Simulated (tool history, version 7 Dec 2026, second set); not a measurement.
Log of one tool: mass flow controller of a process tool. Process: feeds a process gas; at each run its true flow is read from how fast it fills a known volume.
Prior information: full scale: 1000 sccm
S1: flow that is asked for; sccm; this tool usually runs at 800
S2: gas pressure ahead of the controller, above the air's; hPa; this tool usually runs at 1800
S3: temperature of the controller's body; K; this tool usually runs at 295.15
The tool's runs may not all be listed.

Run 1, day 0.000: usual settings. Result: true flow (%) 100.08.
Run 2, day 4.858: usual settings but S3 302.15 K. Result: true flow (%) 99.62.
Run 3, day 8.212: usual settings but S3 302.15 K. Result: true flow (%) 99.53.
Run 4, day 12.408: usual settings but S3 302.15 K. Result: true flow (%) 99.64.
Run 5, day 14.821: usual settings but S2 2740 hPa. Result: true flow (%) 99.93.
Run 6, day 19.562: usual settings but S2 2740 hPa. Result: true flow (%) 99.94.
Run 7, day 24.446: usual settings but S1 323 sccm, S2 2740 hPa. Result: true flow (%) 99.22.
Run 8, day 28.033: usual settings but S1 323 sccm, S2 2740 hPa. Result: true flow (%) 99.47.
Run 9, day 31.412: usual settings but S1 323 sccm, S2 2740 hPa. Result: true flow (%) 99.51.
Run 10, day 34.421: usual settings. Result: true flow (%) 100.36.
Run 11, day 37.708: usual settings. Result: true flow (%) 100.54.
Run 12, day 40.275: usual settings. Result: true flow (%) 100.69.
Run 13, day 44.104: usual settings but S1 914 sccm, S3 301.15 K. Result: true flow (%) 100.44.
Run 14, day 47.171: usual settings but S1 670 sccm, S3 297.15 K. Result: true flow (%) 100.35.
Run 15, day 49.954: usual settings but S1 670 sccm, S2 2000 hPa, S3 302.15 K. Result: true flow (%) 99.95.
Run 16, day 53.833: usual settings but S1 670 sccm, S2 2000 hPa, S3 302.15 K. Result: true flow (%) 100.08.
Run 17, day 55.821: usual settings but S1 746 sccm, S2 1940 hPa, S3 308.15 K. Result: true flow (%) 99.84.
Run 18, day 59.471: usual settings but S1 297 sccm, S3 302.15 K. Result: true flow (%) 99.63.
Run 19, day 61.550: usual settings but S1 296 sccm, S2 1430 hPa, S3 313.15 K. Result: true flow (%) 99.04.
At day 62.450: gauge calibrated.
Run 20, day 66.175: usual settings but S1 427 sccm, S2 1950 hPa, S3 297.15 K. Result: true flow (%) 99.48.
Run 21, day 69.992: usual settings but S1 234 sccm, S2 2410 hPa, S3 297.15 K. Result: true flow (%) 99.05.
Run 22, day 73.988: usual settings but S1 234 sccm, S2 2410 hPa, S3 297.15 K. Result: true flow (%) 99.09.
Run 23, day 77.900: usual settings but S2 2160 hPa. Result: true flow (%) 99.99.
Run 24, day 80.175: usual settings but S2 2730 hPa. Result: true flow (%) 99.80.

Below are 3 alternative next runs, each starting from the tool's condition after run 24. Predict each:
Run A, day 82.217: usual settings but S2 1480 hPa. Result: true flow (%) ?.
Run B, day 82.217: usual settings but S3 298.15 K. Result: true flow (%) ?.
Run C, day 82.217: usual settings but S1 121 sccm, S2 2730 hPa, S3 301.15 K. Result: true flow (%) ?.

run  true flow (%)
  A         100.39
  B         100.06
  C          98.53
The same runs, with their run-to-run variation unchanged, on a tool lacking any hidden condition would have given:
run  true flow (%)
  A         100.12
  B          99.79
  C          98.29
